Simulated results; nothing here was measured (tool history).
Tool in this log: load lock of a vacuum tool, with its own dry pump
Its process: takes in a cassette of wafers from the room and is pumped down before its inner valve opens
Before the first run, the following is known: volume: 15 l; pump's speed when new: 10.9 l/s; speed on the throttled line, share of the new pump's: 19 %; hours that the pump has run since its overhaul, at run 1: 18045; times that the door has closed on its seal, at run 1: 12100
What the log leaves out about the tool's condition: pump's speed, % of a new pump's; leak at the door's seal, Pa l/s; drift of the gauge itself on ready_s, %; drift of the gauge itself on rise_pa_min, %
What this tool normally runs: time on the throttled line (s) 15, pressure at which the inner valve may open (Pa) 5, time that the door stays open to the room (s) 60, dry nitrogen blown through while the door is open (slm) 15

| run | hour | time on the throttled line (s) | pressure at which the inner valve may open (Pa) | time that the door stays open to the room (s) | dry nitrogen blown through while the door is open (slm) | hours that the pump has run since its overhaul | times that the door has closed on its seal | incoming humidity of the room's air, % | time from the closed door until the inner valve may open (s) | rise of the pressure with all valves shut (Pa/min) |
|---|---|---|---|---|---|---|---|---|---|---|
| 1 | 0.0 | 15 | 5 | 60 | 15 | 18045 | 12100 | 43.2 | 27.44 | 0.096 |
| 2 | 123.3 | 15 | 5 | 60 | 15 | 18168 | 12466 | 45.9 | 27.25 | 0.107 |
| 3 | 288.5 | 15 | 5 | 60 | 15 | 18334 | 12957 | 43.5 | 27.60 | 0.109 |
| 4 | 369.4 | 15 | 5 | 60 | 15 | 18415 | 13197 | 46.2 | 27.55 | 0.115 |
| 5 | 554.1 | 15 | 5 | 60 | 15 | 18599 | 13746 | 45.1 | 27.76 | 0.106 |
| 6 | 739.7 | 15 | 5 | 60 | 15 | 18785 | 14298 | 45.5 | 27.71 | 0.113 |
| 7 | 922.6 | 15 | 9 | 145 | 7 | 18968 | 14841 | 45.1 | 26.53 | 0.162 |
| 8 | 1070.5 | 15 | 6 | 39 | 15 | 19116 | 15280 | 45.7 | 27.07 | 0.113 |
| 9 | 1243.7 | 15 | 6 | 39 | 15 | 19289 | 15795 | 47.4 | 27.30 | 0.115 |
| 10 | 1337.4 | 11 | 5 | 60 | 15 | 19383 | 16073 | 47.0 | 24.46 | 0.119 |
| 11 | 1425.6 | 11 | 5 | 60 | 15 | 19471 | 16336 | 44.3 | 24.44 | 0.121 |
| 12 | 1590.6 | 15 | 6 | 30 | 15 | 19636 | 16826 | 42.6 | 27.35 | 0.110 |

Consider 4 possible next runs. They are alternatives, not a sequence: every one starts from the tool as it was left by run 12. What does each give?
| A | 1698.0 | 15 | 6 | 55 | 15 | 19743 | 17145 | 43.6 | ? | ? |
| B | 1698.0 | 14 | 6 | 77 | 10 | 19743 | 17145 | 45.7 | ? | ? |
| C | 1698.0 | 29 | 6 | 150 | 15 | 19743 | 17145 | 46.4 | ? | ? |
| D | 1698.0 | 14 | 6 | 30 | 15 | 19743 | 17145 | 45.1 | ? | ? |

| run | time from the closed door until the inner valve may open (s) | rise of the pressure with all valves shut (Pa/min) |
|---|---|---|
| A | 27.18 | 0.120 |
| B | 26.46 | 0.140 |
| C | 38.10 | 0.154 |
| D | 26.40 | 0.115 |
With no hidden state in the tool, these same runs would have given:
| run | time from the closed door until the inner valve may open (s) | rise of the pressure with all valves shut (Pa/min) |
|---|---|---|
| A | 25.62 | 0.067 |
| B | 24.87 | 0.087 |
| C | 36.92 | 0.101 |
| D | 24.81 | 0.061 |
